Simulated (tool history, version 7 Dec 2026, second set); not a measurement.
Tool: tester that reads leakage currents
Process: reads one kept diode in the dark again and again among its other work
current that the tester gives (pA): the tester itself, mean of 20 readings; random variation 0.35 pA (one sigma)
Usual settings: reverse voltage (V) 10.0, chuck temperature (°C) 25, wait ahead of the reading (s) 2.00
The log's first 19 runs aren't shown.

run      day  reverse voltage (V)  chuck temperature (°C)  wait ahead of the reading (s)  hours of work since the probe card was cleaned  hours of work since the tester was calibrated  hours of work since the chuck was calibrated  current that the tester gives (pA)
 20   51.467                  1.8                      25                           2.00                                            1017                                           1455                                          1510                               64.59
 21   54.208                  1.9                      26                           0.78                                            1046                                           1484                                          1538                               71.44
 22   56.429                 17.1                      20                           0.42                                            1069                                           1507                                          1562                              123.77
 23   58.612                  1.7                      29                           2.16                                            1092                                           1530                                          1584                               84.12
 24   60.362                  1.8                      25                           2.00                                            1110                                           1548                                          1603                               65.22
      60.650  -- chuck's temperature calibrated
 25   62.042                  4.9                      53                           2.00                                            1127                                           1565                                            15                              590.53
 26   65.154                  4.6                      48                           2.00                                            1160                                           1597                                            47                              425.01
 27   67.888                 10.0                      44                           5.03                                            1188                                           1626                                            76                              442.23
 28   71.088                  3.5                      44                           0.45                                            1222                                           1659                                           109                              304.86
 29   72.858                  3.5                      44                           0.45                                            1240                                           1678                                           128                              302.68
 30   75.567                  4.0                      44                           0.45                                            1269                                           1706                                           156                              317.66
 31   77.646                  3.4                      45                           4.16                                            1290                                           1728                                           178                              316.38
      78.733  -- chuck's temperature calibrated, once more
 32   80.212                  5.1                      45                           2.17                                            1316                                           1754                                            15                              348.43
 33   81.921                 10.0                      30                           2.39                                            1334                                           1772                                            33                              170.13
 34   84.004                 10.0                      30                           4.09                                            1356                                           1794                                            55                              167.88
 35   86.700                 14.2                      26                           3.64                                            1384                                           1822                                            83                              150.70
 36   88.712                 14.2                      21                           3.64                                            1405                                           1843                                           104                              108.49
 37   92.062                 14.0                      41                           2.00                                            1440                                           1878                                           140                              395.40
 38   95.292                 14.0                      28                           8.34                                            1474                                           1912                                           173                              170.05
 39   99.146                 14.0                      28                           8.34                                            1515                                           1952                                           214                              170.32
 40  102.162                  5.0                      39                           0.30                                            1546                                           1984                                           245                              241.65

Forecast each of these 4 alternatives for the next run:
  A  104.304                  5.0                      45                           0.35                                            1569                                           2006                                           268                                   ?
  B  104.304                  5.8                      39                           0.30                                            1569                                           2006                                           268                                   ?
  C  104.304                  1.0                      30                           1.44                                            1569                                           2006                                           268                                   ?
  D  104.304                  8.5                      27                           6.83                                            1569                                           2006                                           268                                   ?

run  current that the tester gives (pA)
  A                              350.44
  B                              256.70
  C                               72.32
  D                              131.22
Without the tool's hidden state the same runs would have given:
run  current that the tester gives (pA)
  A                              352.19
  B                              255.75
  C                               72.77
  D                              124.99

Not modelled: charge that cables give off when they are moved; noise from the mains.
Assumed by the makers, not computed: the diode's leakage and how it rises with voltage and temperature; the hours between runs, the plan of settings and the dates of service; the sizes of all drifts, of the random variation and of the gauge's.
